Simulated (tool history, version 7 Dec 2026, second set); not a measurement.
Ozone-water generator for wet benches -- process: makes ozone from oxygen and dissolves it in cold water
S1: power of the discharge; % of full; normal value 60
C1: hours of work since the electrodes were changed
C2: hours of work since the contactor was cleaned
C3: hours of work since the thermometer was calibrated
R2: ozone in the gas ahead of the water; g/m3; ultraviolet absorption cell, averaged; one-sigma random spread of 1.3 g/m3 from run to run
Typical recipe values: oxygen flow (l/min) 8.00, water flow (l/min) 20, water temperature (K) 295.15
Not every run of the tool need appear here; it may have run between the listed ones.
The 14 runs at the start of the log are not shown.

Run 15, hour 694.8: usual settings but S1 88 % of full; C1 667; C2 3892; C3 82. Result: dissolved ozone (ppm) 29.3, R2 303.5 g/m3.
Run 16, hour 730.5: usual settings; C1 693; C2 3917; C3 107. Result: dissolved ozone (ppm) 22.9, R2 242.8 g/m3.
Run 17, hour 764.6: usual settings; C1 717; C2 3942; C3 132. Result: dissolved ozone (ppm) 22.9, R2 241.8 g/m3.
Run 18, hour 820.3: usual settings; C1 757; C2 3982; C3 172. Result: dissolved ozone (ppm) 23.3, R2 242.4 g/m3.
Run 19, hour 876.1: usual settings; C1 798; C2 4023; C3 213. Result: dissolved ozone (ppm) 22.9, R2 239.1 g/m3.
Run 20, hour 923.1: usual settings but S1 52 % of full, water temperature (K) 288.15; C1 832; C2 4056; C3 246. Result: dissolved ozone (ppm) 24.0, R2 221.8 g/m3.
Run 21, hour 986.4: usual settings but S1 52 % of full, oxygen flow (l/min) 4.07, water flow (l/min) 14, water temperature (K) 302.15; C1 877; C2 4102; C3 292. Result: dissolved ozone (ppm) 28.0, R2 340.0 g/m3.
Run 22, hour 1028.8: usual settings but S1 45 % of full, oxygen flow (l/min) 11.35, water flow (l/min) 12; C1 908; C2 4133; C3 323. Result: dissolved ozone (ppm) 23.8, R2 162.4 g/m3.
Run 23, hour 1085.3: usual settings but water flow (l/min) 19, water temperature (K) 292.15; C1 949; C2 4174; C3 364. Result: dissolved ozone (ppm) 25.0, R2 240.8 g/m3.
Run 24, hour 1132.2: usual settings but S1 46 % of full, oxygen flow (l/min) 6.92, water flow (l/min) 19, water temperature (K) 292.15; C1 983; C2 4208; C3 398. Result: dissolved ozone (ppm) 21.8, R2 223.2 g/m3.

For run 25, what comes out?
Run 25, hour 1188.5: usual settings but S1 46 % of full, oxygen flow (l/min) 6.92, water flow (l/min) 19, water temperature (K) 292.15; C1 1023; C2 4248; C3 438. Result: dissolved ozone (ppm) ?, R2 ?.

dissolved ozone (ppm): 22.1
R2: 220.7 g/m3
Without the tool's hidden state the same run would have given dissolved ozone (ppm) 23.6, R2 225.5 g/m3.

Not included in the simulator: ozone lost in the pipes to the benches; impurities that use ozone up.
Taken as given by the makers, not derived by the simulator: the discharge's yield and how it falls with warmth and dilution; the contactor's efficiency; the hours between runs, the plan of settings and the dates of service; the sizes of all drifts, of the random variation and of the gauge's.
